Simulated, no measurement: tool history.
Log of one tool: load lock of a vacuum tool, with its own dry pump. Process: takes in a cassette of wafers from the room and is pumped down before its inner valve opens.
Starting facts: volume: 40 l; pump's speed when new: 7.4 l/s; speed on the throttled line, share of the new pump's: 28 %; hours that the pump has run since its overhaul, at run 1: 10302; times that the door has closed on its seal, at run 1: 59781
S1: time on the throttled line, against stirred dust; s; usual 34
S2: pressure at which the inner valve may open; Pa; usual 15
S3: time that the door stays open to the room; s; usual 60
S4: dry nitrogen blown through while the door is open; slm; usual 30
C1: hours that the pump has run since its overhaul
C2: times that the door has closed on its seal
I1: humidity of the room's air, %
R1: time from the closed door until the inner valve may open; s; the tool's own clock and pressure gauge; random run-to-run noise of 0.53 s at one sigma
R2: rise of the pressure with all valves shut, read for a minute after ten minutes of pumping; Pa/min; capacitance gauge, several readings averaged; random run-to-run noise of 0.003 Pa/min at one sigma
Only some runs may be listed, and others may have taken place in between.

| run | hour | S1 | S2 | S3 | S4 | C1 | C2 | I1 | R1 | R2 |
|---|---|---|---|---|---|---|---|---|---|---|
| 1 | 0.0 | 34 | 15 | 60 | 30 | 10302 | 59781 | 42.7 | 72.0 | 0.045 |
| 2 | 269.7 | 34 | 15 | 60 | 30 | 10572 | 60724 | 43.7 | 72.3 | 0.042 |
| 3 | 574.2 | 34 | 15 | 38 | 30 | 10876 | 61788 | 49.4 | 72.7 | 0.036 |
| 4 | 785.4 | 34 | 15 | 38 | 30 | 11087 | 62525 | 46.5 | 72.8 | 0.035 |
| 5 | 1115.0 | 34 | 10 | 60 | 30 | 11417 | 63677 | 40.7 | 74.1 | 0.039 |
| 6 | 1510.2 | 34 | 10 | 60 | 30 | 11812 | 65057 | 48.5 | 74.0 | 0.045 |
| 7 | 1912.5 | 34 | 10 | 60 | 30 | 12214 | 66463 | 43.3 | 73.4 | 0.037 |
| 8 | 2209.3 | 34 | 15 | 60 | 30 | 12511 | 67500 | 45.7 | 71.8 | 0.042 |
|  | 2464.6 | door's seal changed, seat wiped |
| 9 | 2549.1 | 34 | 15 | 48 | 30 | 12849 | 295 | 44.6 | 71.2 | 0.040 |
| 10 | 2885.0 | 34 | 15 | 60 | 30 | 13185 | 1468 | 43.9 | 72.1 | 0.035 |
| 11 | 3142.4 | 34 | 15 | 60 | 30 | 13443 | 2368 | 41.5 | 72.1 | 0.038 |
| 12 | 3474.3 | 34 | 20 | 60 | 30 | 13775 | 3527 | 48.2 | 70.7 | 0.042 |
| 13 | 3741.1 | 34 | 20 | 60 | 30 | 14041 | 4459 | 47.4 | 70.3 | 0.038 |
| 14 | 4171.7 | 34 | 20 | 60 | 30 | 14472 | 5964 | 44.4 | 70.6 | 0.040 |
| 15 | 4545.4 | 34 | 20 | 60 | 30 | 14846 | 7269 | 47.9 | 70.6 | 0.040 |
| 16 | 4994.4 | 34 | 20 | 60 | 30 | 15295 | 8838 | 43.7 | 71.1 | 0.034 |
| 17 | 5424.1 | 19 | 13 | 60 | 30 | 15724 | 10339 | 45.0 | 61.2 | 0.042 |
| 18 | 5762.8 | 21 | 13 | 201 | 5 | 16063 | 11522 | 44.9 | 62.7 | 0.146 |
| 19 | 6087.2 | 30 | 15 | 175 | 31 | 16387 | 12656 | 44.1 | 69.4 | 0.062 |
| 20 | 6358.2 | 30 | 15 | 175 | 31 | 16659 | 13603 | 45.4 | 69.3 | 0.071 |
| 21 | 6766.8 | 19 | 15 | 175 | 31 | 17067 | 15030 | 48.1 | 60.0 | 0.080 |
| 22 | 7227.8 | 31 | 27 | 27 | 34 | 17528 | 16641 | 46.2 | 66.6 | 0.024 |
| 23 | 7604.1 | 31 | 27 | 27 | 34 | 17904 | 17955 | 41.4 | 66.3 | 0.020 |

Forecast each of these 3 alternatives for the next run:
| A | 7820.7 | 34 | 15 | 60 | 9 | 18121 | 18712 | 44.9 | ? | ? |
| B | 7820.7 | 25 | 15 | 60 | 12 | 18121 | 18712 | 45.4 | ? | ? |
| C | 7820.7 | 41 | 27 | 27 | 34 | 18121 | 18712 | 46.8 | ? | ? |

| run | R1 | R2 |
|---|---|---|
| A | 72.5 | 0.059 |
| B | 65.7 | 0.056 |
| C | 74.1 | 0.031 |
The same runs, with their run-to-run variation unchanged, on a tool lacking any hidden condition would have given:
| run | R1 | R2 |
|---|---|---|
| A | 72.4 | 0.059 |
| B | 65.6 | 0.055 |
| C | 74.0 | 0.031 |
